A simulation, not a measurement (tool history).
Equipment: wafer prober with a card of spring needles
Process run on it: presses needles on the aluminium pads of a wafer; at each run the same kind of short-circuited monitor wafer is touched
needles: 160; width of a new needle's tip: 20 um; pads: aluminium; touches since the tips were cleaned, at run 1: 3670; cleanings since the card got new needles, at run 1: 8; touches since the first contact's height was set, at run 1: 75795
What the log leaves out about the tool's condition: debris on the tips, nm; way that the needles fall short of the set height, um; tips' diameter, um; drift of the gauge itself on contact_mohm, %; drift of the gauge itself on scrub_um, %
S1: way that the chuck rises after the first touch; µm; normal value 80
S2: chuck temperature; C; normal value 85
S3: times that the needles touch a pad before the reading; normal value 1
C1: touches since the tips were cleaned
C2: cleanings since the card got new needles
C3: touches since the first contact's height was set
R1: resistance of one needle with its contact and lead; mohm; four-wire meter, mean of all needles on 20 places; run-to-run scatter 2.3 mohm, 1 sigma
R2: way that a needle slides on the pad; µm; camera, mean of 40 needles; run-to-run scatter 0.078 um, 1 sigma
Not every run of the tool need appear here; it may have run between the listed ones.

run,day,S1,S2,S3,C1,C2,C3,R1,R2
1,0.000,80,85,1,3670,8,75795,317,16.04
2,0.562,80,85,1,7167,8,79292,329,16.05
# day 0.679: tips cleaned on abrasive film
3,1.304,80,94,1,3890,9,83854,347,15.96
# day 1.967: tips cleaned on abrasive film
4,2.183,80,94,1,1320,10,89259,289,16.02
5,2.667,80,85,2,4327,10,92266,292,16.05
# day 2.858: tips cleaned on abrasive film, once more
6,3.154,80,85,2,1833,11,95253,281,15.85
# day 4.154: tips cleaned on abrasive film
7,4.258,80,85,1,631,12,102061,278,15.93
8,5.350,80,85,1,7398,12,108828,337,15.94
# day 5.446: tips cleaned on abrasive film
9,6.083,60,85,1,3952,13,113366,373,11.83
# day 6.729: tips cleaned on abrasive film
10,6.904,84,85,1,1078,14,118416,285,16.70
11,7.858,80,27,1,6994,14,124332,332,15.80
# day 8.033: tips cleaned on abrasive film
12,8.917,80,27,1,5459,15,130853,323,15.97
# day 9.367: tips cleaned on abrasive film
13,9.404,80,27,1,240,16,133857,248,15.83
14,10.325,96,85,1,5944,16,139561,309,19.18
# day 10.642: tips cleaned on abrasive film
15,10.854,76,37,2,1320,17,142800,271,15.05
# day 11.904: tips cleaned on abrasive film
16,11.950,76,37,1,275,18,149563,257,15.12
17,12.925,76,37,1,6327,18,155615,344,14.97
# day 13.204: tips cleaned on abrasive film
18,14.058,80,27,2,5306,19,162611,290,15.68
# day 14.479: tips cleaned on abrasive film
19,14.638,77,48,1,969,20,166164,280,15.20
20,15.704,77,48,2,7581,20,172776,309,15.14
# day 15.767: tips cleaned on abrasive film
21,16.683,79,96,1,5662,21,178812,344,15.57
# day 17.083: tips cleaned on abrasive film
22,17.629,79,96,1,3383,22,184652,327,15.46
# day 18.371: tips cleaned on abrasive film
23,18.383,61,118,3,75,23,189300,272,11.58
24,19.300,61,118,3,5759,23,194984,311,11.91
# day 19.658: tips cleaned on abrasive film
25,19.921,89,118,2,1633,24,198807,279,17.42

Here are 3 independent what-if runs from the current tool condition. What would each one return?
# day 20.933: tips cleaned on abrasive film
A,20.933,82,42,2,0,25,205052,?,?
# day 20.933: tips cleaned on abrasive film
B,20.933,72,47,2,0,25,205052,?,?
# day 20.933: tips cleaned on abrasive film
C,20.933,80,81,1,0,25,205052,?,?

run,R1,R2
A,245,16.03
B,248,14.08
C,259,15.73
What these runs would have given with no unlogged condition in the tool:
run,R1,R2
A,241,16.66
B,243,14.71
C,253,16.36
